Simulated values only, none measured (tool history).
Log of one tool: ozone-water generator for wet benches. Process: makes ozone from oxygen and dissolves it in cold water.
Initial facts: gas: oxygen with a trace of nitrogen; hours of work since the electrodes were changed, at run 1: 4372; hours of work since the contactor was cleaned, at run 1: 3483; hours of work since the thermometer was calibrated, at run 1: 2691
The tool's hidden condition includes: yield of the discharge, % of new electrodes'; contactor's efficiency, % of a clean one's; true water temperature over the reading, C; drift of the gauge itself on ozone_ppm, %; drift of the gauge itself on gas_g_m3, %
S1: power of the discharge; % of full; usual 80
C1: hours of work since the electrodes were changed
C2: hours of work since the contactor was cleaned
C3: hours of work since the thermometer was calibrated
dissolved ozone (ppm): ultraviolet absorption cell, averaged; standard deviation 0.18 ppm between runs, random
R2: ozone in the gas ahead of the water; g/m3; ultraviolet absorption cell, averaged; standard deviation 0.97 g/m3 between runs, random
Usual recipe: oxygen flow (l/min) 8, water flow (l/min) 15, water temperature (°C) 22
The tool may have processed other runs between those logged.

run 1 hour=0 | S1=80 oxygen_flow_(l/min)=8 water_flow_(l/min)=15 water_temperature_(°C)=22 | C1=4372 C2=3483 C3=2691 | dissolved_ozone_(ppm)=22 R2=147.6
run 2 hour=126.5 | S1=80 oxygen_flow_(l/min)=8 water_flow_(l/min)=11 water_temperature_(°C)=22 | C1=4472 C2=3583 C3=2791 | dissolved_ozone_(ppm)=25.1 R2=148
run 3 hour=267.2 | S1=80 oxygen_flow_(l/min)=8 water_flow_(l/min)=14 water_temperature_(°C)=22 | C1=4584 C2=3695 C3=2902 | dissolved_ozone_(ppm)=22.3 R2=145.8
run 4 hour=396.6 | S1=80 oxygen_flow_(l/min)=8 water_flow_(l/min)=15 water_temperature_(°C)=22 | C1=4686 C2=3797 C3=3005 | dissolved_ozone_(ppm)=21.4 R2=145.3
run 5 hour=508.1 | S1=80 oxygen_flow_(l/min)=8 water_flow_(l/min)=15 water_temperature_(°C)=28 | C1=4774 C2=3885 C3=3093 | dissolved_ozone_(ppm)=18.9 R2=145
run 6 hour=604.8 | S1=80 oxygen_flow_(l/min)=8 water_flow_(l/min)=15 water_temperature_(°C)=28 | C1=4851 C2=3962 C3=3169 | dissolved_ozone_(ppm)=18.9 R2=144.1
run 7 hour=691.5 | S1=80 oxygen_flow_(l/min)=8 water_flow_(l/min)=15 water_temperature_(°C)=22 | C1=4919 C2=4030 C3=3238 | dissolved_ozone_(ppm)=21.1 R2=143.5
run 8 hour=856.3 | S1=80 oxygen_flow_(l/min)=8 water_flow_(l/min)=15 water_temperature_(°C)=22 | C1=5050 C2=4161 C3=3368 | dissolved_ozone_(ppm)=21.2 R2=144.4
run 9 hour=992.7 | S1=80 oxygen_flow_(l/min)=8 water_flow_(l/min)=15 water_temperature_(°C)=22 | C1=5158 C2=4269 C3=3476 | dissolved_ozone_(ppm)=21.1 R2=142.2
-- hour=1020.9 water thermometer calibrated
run 10 hour=1163.4 | S1=80 oxygen_flow_(l/min)=8 water_flow_(l/min)=15 water_temperature_(°C)=22 | C1=5293 C2=4404 C3=113 | dissolved_ozone_(ppm)=21 R2=141
run 11 hour=1303 | S1=80 oxygen_flow_(l/min)=8 water_flow_(l/min)=15 water_temperature_(°C)=22 | C1=5403 C2=4514 C3=223 | dissolved_ozone_(ppm)=20.7 R2=141.6
run 12 hour=1447.4 | S1=80 oxygen_flow_(l/min)=8 water_flow_(l/min)=15 water_temperature_(°C)=22 | C1=5517 C2=4628 C3=338 | dissolved_ozone_(ppm)=20.5 R2=141.5
run 13 hour=1595.7 | S1=80 oxygen_flow_(l/min)=8 water_flow_(l/min)=9 water_temperature_(°C)=22 | C1=5635 C2=4746 C3=455 | dissolved_ozone_(ppm)=26.3 R2=139.8
run 14 hour=1710.8 | S1=80 oxygen_flow_(l/min)=8 water_flow_(l/min)=14 water_temperature_(°C)=22 | C1=5726 C2=4837 C3=546 | dissolved_ozone_(ppm)=21.2 R2=140.9
run 15 hour=1900.1 | S1=80 oxygen_flow_(l/min)=9.75 water_flow_(l/min)=15 water_temperature_(°C)=22 | C1=5876 C2=4987 C3=696 | dissolved_ozone_(ppm)=19.2 R2=124.3
run 16 hour=2018 | S1=80 oxygen_flow_(l/min)=8 water_flow_(l/min)=15 water_temperature_(°C)=20 | C1=5969 C2=5080 C3=789 | dissolved_ozone_(ppm)=21.2 R2=139.3
-- hour=2091.5 water thermometer calibrated, once more
run 17 hour=2189 | S1=50 oxygen_flow_(l/min)=14.26 water_flow_(l/min)=17 water_temperature_(°C)=22 | C1=6104 C2=5215 C3=77 | dissolved_ozone_(ppm)=12.1 R2=75.8
run 18 hour=2284.5 | S1=86 oxygen_flow_(l/min)=4.15 water_flow_(l/min)=24 water_temperature_(°C)=20 | C1=6180 C2=5291 C3=153 | dissolved_ozone_(ppm)=16.8 R2=213.2
run 19 hour=2436.2 | S1=55 oxygen_flow_(l/min)=6.84 water_flow_(l/min)=24 water_temperature_(°C)=20 | C1=6300 C2=5411 C3=273 | dissolved_ozone_(ppm)=12.8 R2=123.1
run 20 hour=2538.2 | S1=49 oxygen_flow_(l/min)=11.87 water_flow_(l/min)=15 water_temperature_(°C)=22 | C1=6380 C2=5491 C3=354 | dissolved_ozone_(ppm)=13.7 R2=82.7
run 21 hour=2656.6 | S1=49 oxygen_flow_(l/min)=11.87 water_flow_(l/min)=15 water_temperature_(°C)=22 | C1=6474 C2=5585 C3=447 | dissolved_ozone_(ppm)=13.5 R2=81.6
run 22 hour=2748.4 | S1=80 oxygen_flow_(l/min)=8 water_flow_(l/min)=22 water_temperature_(°C)=22 | C1=6547 C2=5658 C3=520 | dissolved_ozone_(ppm)=15.5 R2=137.5
run 23 hour=2830.9 | S1=80 oxygen_flow_(l/min)=8 water_flow_(l/min)=15 water_temperature_(°C)=20 | C1=6612 C2=5723 C3=585 | dissolved_ozone_(ppm)=20.8 R2=137.4
run 24 hour=2935.9 | S1=91 oxygen_flow_(l/min)=8 water_flow_(l/min)=19 water_temperature_(°C)=20 | C1=6695 C2=5806 C3=668 | dissolved_ozone_(ppm)=19.4 R2=145.8
run 25 hour=3092.2 | S1=47 oxygen_flow_(l/min)=12.92 water_flow_(l/min)=12 water_temperature_(°C)=18 | C1=6819 C2=5930 C3=792 | dissolved_ozone_(ppm)=15.3 R2=75.5
run 26 hour=3287.8 | S1=89 oxygen_flow_(l/min)=11.39 water_flow_(l/min)=11 water_temperature_(°C)=29 | C1=6974 C2=6085 C3=947 | dissolved_ozone_(ppm)=17.8 R2=116.7
run 27 hour=3449.3 | S1=89 oxygen_flow_(l/min)=11.39 water_flow_(l/min)=11 water_temperature_(°C)=29 | C1=7101 C2=6212 C3=1075 | dissolved_ozone_(ppm)=18 R2=114.4
run 28 hour=3605.2 | S1=80 oxygen_flow_(l/min)=12.77 water_flow_(l/min)=15 water_temperature_(°C)=15 | C1=7225 C2=6336 C3=1198 | dissolved_ozone_(ppm)=19.8 R2=101.6
run 29 hour=3787.8 | S1=46 oxygen_flow_(l/min)=8 water_flow_(l/min)=15 water_temperature_(°C)=22 | C1=7369 C2=6480 C3=1343 | dissolved_ozone_(ppm)=14.1 R2=99.7
run 30 hour=3958.9 | S1=80 oxygen_flow_(l/min)=9.82 water_flow_(l/min)=15 water_temperature_(°C)=22 | C1=7505 C2=6616 C3=1478 | dissolved_ozone_(ppm)=18.2 R2=117.5
-- hour=4018.8 contactor cleaned
run 31 hour=4049.9 | S1=69 oxygen_flow_(l/min)=9.82 water_flow_(l/min)=15 water_temperature_(°C)=22 | C1=7574 C2=25 C3=1547 | dissolved_ozone_(ppm)=17.3 R2=107.1
run 32 hour=4140.9 | S1=53 oxygen_flow_(l/min)=9.82 water_flow_(l/min)=15 water_temperature_(°C)=22 | C1=7646 C2=97 C3=1619 | dissolved_ozone_(ppm)=15 R2=94

Selected run-to-run steps in dissolved ozone (ppm), each split into two signed amounts: the part the tool would show with no hidden state at all (from settings, incoming material and random variation), and the remainder, which goes to the hidden state together with any gauge scatter not common to the measured and the hidden-state-free results:
Run 12 -> 13: water flow (l/min) 15 -> 9. dissolved ozone (ppm) +5.8: hidden state -1.1, all else +6.9.
Run 16 -> 17: S1 80 -> 50, oxygen flow (l/min) 8 -> 14.26, water flow (l/min) 15 -> 17, water temperature (°C) 20 -> 22, water thermometer calibrated, once more. dissolved ozone (ppm) -9.1: hidden state +2.8, all else -11.9.
Run 24 -> 25: S1 91 -> 47, oxygen flow (l/min) 8 -> 12.92, water flow (l/min) 19 -> 12, water temperature (°C) 20 -> 18. dissolved ozone (ppm) -4.1: hidden state +2.7, all else -6.8.
Run 28 -> 29: S1 80 -> 46, oxygen flow (l/min) 12.77 -> 8, water temperature (°C) 15 -> 22. dissolved ozone (ppm) -5.7: hidden state +2.8, all else -8.5.

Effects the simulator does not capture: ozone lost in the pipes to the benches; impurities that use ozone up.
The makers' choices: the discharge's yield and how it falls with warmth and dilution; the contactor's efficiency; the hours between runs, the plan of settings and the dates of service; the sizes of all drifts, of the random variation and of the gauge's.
